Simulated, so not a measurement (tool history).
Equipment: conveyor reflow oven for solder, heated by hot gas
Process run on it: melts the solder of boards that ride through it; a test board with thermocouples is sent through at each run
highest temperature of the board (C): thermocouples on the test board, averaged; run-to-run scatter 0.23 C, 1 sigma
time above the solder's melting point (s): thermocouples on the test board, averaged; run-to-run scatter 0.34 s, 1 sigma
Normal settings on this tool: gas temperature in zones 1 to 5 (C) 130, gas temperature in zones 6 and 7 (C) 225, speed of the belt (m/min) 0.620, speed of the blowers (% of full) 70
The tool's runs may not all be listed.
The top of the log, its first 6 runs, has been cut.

run	hour	gas temperature in zones 1 to 5 (C)	gas temperature in zones 6 and 7 (C)	speed of the belt (m/min)	speed of the blowers (% of full)	hours of work since the flux was cleaned out	hours of work since the belt drive was overhauled	hours of work since the thermocouples were changed	highest temperature of the board (C)	time above the solder's melting point (s)
7	162.5	130	225	0.620	59	56	744	852	197.7	30.6
8	184.1	130	225	0.620	59	71	760	868	197.5	30.4
9	212.1	130	225	0.620	57	92	780	888	196.3	28.9
10	235.4	140	225	0.620	70	109	798	905	203.4	43.1
11	258.5	140	225	0.620	51	126	814	922	197.2	32.4
12	287.3	140	225	0.620	51	147	836	943	197.4	32.3
13	313.4	140	225	0.620	67	166	855	962	202.6	41.8
14	331.0	140	225	0.620	67	179	868	975	202.9	41.7
15	358.3	140	225	0.620	67	199	887	995	202.3	42.2
16	377.8	127	233	0.588	58	213	902	1009	204.1	41.3
17	401.9	120	233	0.588	58	231	919	1027	202.5	38.1
18	419.5	125	217	0.525	87	244	932	1040	202.5	48.3
19	442.8	122	217	0.525	87	261	949	1057	202.0	46.5
20	467.5	122	217	0.524	62	279	967	1075	197.0	35.4
21	500.2	122	217	0.524	62	303	991	1099	196.6	34.5
22	531.8	139	225	0.625	70	326	1014	1122	203.1	42.1
23	555.7	139	225	0.623	52	343	1032	1140	197.1	32.1
# hour 582.3: flux residue cleaned out of gas plates and filters
24	583.6	139	225	0.623	52	1	1049	1156	196.8	31.6
25	608.3	139	225	0.623	52	19	1067	1174	197.3	31.9
26	642.2	118	225	0.623	83	44	1092	1199	201.9	34.9
27	674.9	137	230	0.548	89	68	1116	1223	214.5	63.3
28	689.9	137	230	0.548	89	79	1127	1234	214.7	63.9
29	721.3	137	230	0.548	89	102	1149	1257	215.1	63.9
30	740.2	130	224	0.620	50	116	1163	1271	193.1	22.5

Each row is a separate what-if for the run after 30, all from the same tool condition, not one after another. Results?
A	756.8	130	225	0.512	55	128	1175	1283	?	?
B	756.8	130	225	0.734	70	128	1175	1283	?	?
C	756.8	130	225	0.620	70	128	1175	1283	?	?
D	756.8	130	225	0.511	81	128	1175	1283	?	?
E	756.8	127	224	0.641	50	128	1175	1283	?	?

run	highest temperature of the board (C)	time above the solder's melting point (s)
A	204.0	48.6
B	194.3	21.2
C	201.5	37.2
D	209.9	60.3
E	190.5	17.4
With no hidden state in the tool, these same runs would have given:
run	highest temperature of the board (C)	time above the solder's melting point (s)
A	204.1	48.7
B	194.4	21.3
C	201.6	37.3
D	210.0	60.4
E	190.6	17.5
